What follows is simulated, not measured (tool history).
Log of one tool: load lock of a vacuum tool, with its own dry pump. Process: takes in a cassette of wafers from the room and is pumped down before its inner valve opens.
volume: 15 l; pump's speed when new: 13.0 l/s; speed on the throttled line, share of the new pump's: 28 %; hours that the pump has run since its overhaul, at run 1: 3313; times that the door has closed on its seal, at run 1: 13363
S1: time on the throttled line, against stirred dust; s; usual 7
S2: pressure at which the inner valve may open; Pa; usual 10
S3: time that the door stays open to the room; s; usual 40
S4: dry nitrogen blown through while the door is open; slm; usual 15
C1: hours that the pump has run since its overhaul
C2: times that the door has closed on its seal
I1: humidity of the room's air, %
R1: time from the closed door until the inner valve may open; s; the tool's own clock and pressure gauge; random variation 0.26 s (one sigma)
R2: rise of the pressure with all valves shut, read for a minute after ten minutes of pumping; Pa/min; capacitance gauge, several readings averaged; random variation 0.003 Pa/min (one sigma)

{"run": 1, "hour": 0.0, "S1": 7, "S2": 10, "S3": 40, "S4": 15, "C1": 3313, "C2": 13363, "I1": 46.5, "R1": 16.0, "R2": 0.081}
{"run": 2, "hour": 188.3, "S1": 7, "S2": 10, "S3": 40, "S4": 15, "C1": 3502, "C2": 13893, "I1": 44.1, "R1": 15.9, "R2": 0.08}
{"run": 3, "hour": 390.8, "S1": 7, "S2": 10, "S3": 40, "S4": 15, "C1": 3704, "C2": 14463, "I1": 46.2, "R1": 15.8, "R2": 0.075}
{"run": 4, "hour": 634.8, "S1": 7, "S2": 10, "S3": 40, "S4": 13, "C1": 3948, "C2": 15150, "I1": 45.5, "R1": 15.8, "R2": 0.083}
{"run": 5, "hour": 853.3, "S1": 7, "S2": 10, "S3": 40, "S4": 13, "C1": 4167, "C2": 15765, "I1": 42.7, "R1": 15.8, "R2": 0.081}
{"run": 6, "hour": 1105.8, "S1": 7, "S2": 10, "S3": 40, "S4": 13, "C1": 4419, "C2": 16476, "I1": 43.2, "R1": 16.1, "R2": 0.089}
{"run": 7, "hour": 1300.3, "S1": 7, "S2": 10, "S3": 40, "S4": 13, "C1": 4614, "C2": 17023, "I1": 46.1, "R1": 16.5, "R2": 0.091}
{"run": 8, "hour": 1435.9, "S1": 7, "S2": 10, "S3": 40, "S4": 13, "C1": 4749, "C2": 17405, "I1": 46.9, "R1": 16.3, "R2": 0.094}
{"run": 9, "hour": 1719.5, "S1": 7, "S2": 20, "S3": 40, "S4": 15, "C1": 5033, "C2": 18203, "I1": 43.4, "R1": 15.2, "R2": 0.092}
{"run": 10, "hour": 2038.7, "S1": 7, "S2": 20, "S3": 40, "S4": 15, "C1": 5352, "C2": 19102, "I1": 43.4, "R1": 15.3, "R2": 0.094}
{"run": 11, "hour": 2233.3, "S1": 7, "S2": 20, "S3": 40, "S4": 15, "C1": 5547, "C2": 19650, "I1": 43.5, "R1": 15.2, "R2": 0.094}
{"run": 12, "hour": 2511.3, "S1": 7, "S2": 10, "S3": 26, "S4": 15, "C1": 5825, "C2": 20432, "I1": 42.9, "R1": 15.6, "R2": 0.089}
{"run": 13, "hour": 2816.5, "S1": 7, "S2": 10, "S3": 26, "S4": 15, "C1": 6130, "C2": 21291, "I1": 45.3, "R1": 16.5, "R2": 0.09}
{"run": 14, "hour": 3019.2, "S1": 7, "S2": 10, "S3": 26, "S4": 15, "C1": 6333, "C2": 21862, "I1": 46.9, "R1": 16.6, "R2": 0.099}
{"run": 15, "hour": 3324.1, "S1": 7, "S2": 10, "S3": 40, "S4": 15, "C1": 6638, "C2": 22720, "I1": 46.5, "R1": 16.1, "R2": 0.109}
{"run": 16, "hour": 3660.4, "S1": 7, "S2": 10, "S3": 40, "S4": 15, "C1": 6974, "C2": 23667, "I1": 48.2, "R1": 15.7, "R2": 0.116}
{"run": 17, "hour": 3933.5, "S1": 7, "S2": 10, "S3": 40, "S4": 15, "C1": 7247, "C2": 24436, "I1": 48.0, "R1": 16.2, "R2": 0.114}
{"run": 18, "hour": 4241.1, "S1": 7, "S2": 10, "S3": 40, "S4": 10, "C1": 7555, "C2": 25302, "I1": 47.5, "R1": 16.4, "R2": 0.123}
{"run": 19, "hour": 4477.2, "S1": 7, "S2": 10, "S3": 40, "S4": 10, "C1": 7791, "C2": 25966, "I1": 47.2, "R1": 16.7, "R2": 0.128}
{"run": 20, "hour": 4802.6, "S1": 6, "S2": 10, "S3": 40, "S4": 10, "C1": 8116, "C2": 26882, "I1": 45.5, "R1": 16.2, "R2": 0.128}
{"run": 21, "hour": 4958.3, "S1": 7, "S2": 15, "S3": 40, "S4": 44, "C1": 8272, "C2": 27320, "I1": 44.9, "R1": 16.3, "R2": 0.105}

The next listed run, before its measurement:
{"run": 22, "hour": 5114.4, "S1": 7, "S2": 10, "S3": 52, "S4": 15, "C1": 8428, "C2": 27760, "I1": 45.2, "R1": "?", "R2": "?"}

{"run 22": {"R1": 16.5, "R2": 0.132}}
Without the tool's hidden state the same run would have given R1 15.7 s, R2 0.044 Pa/min.
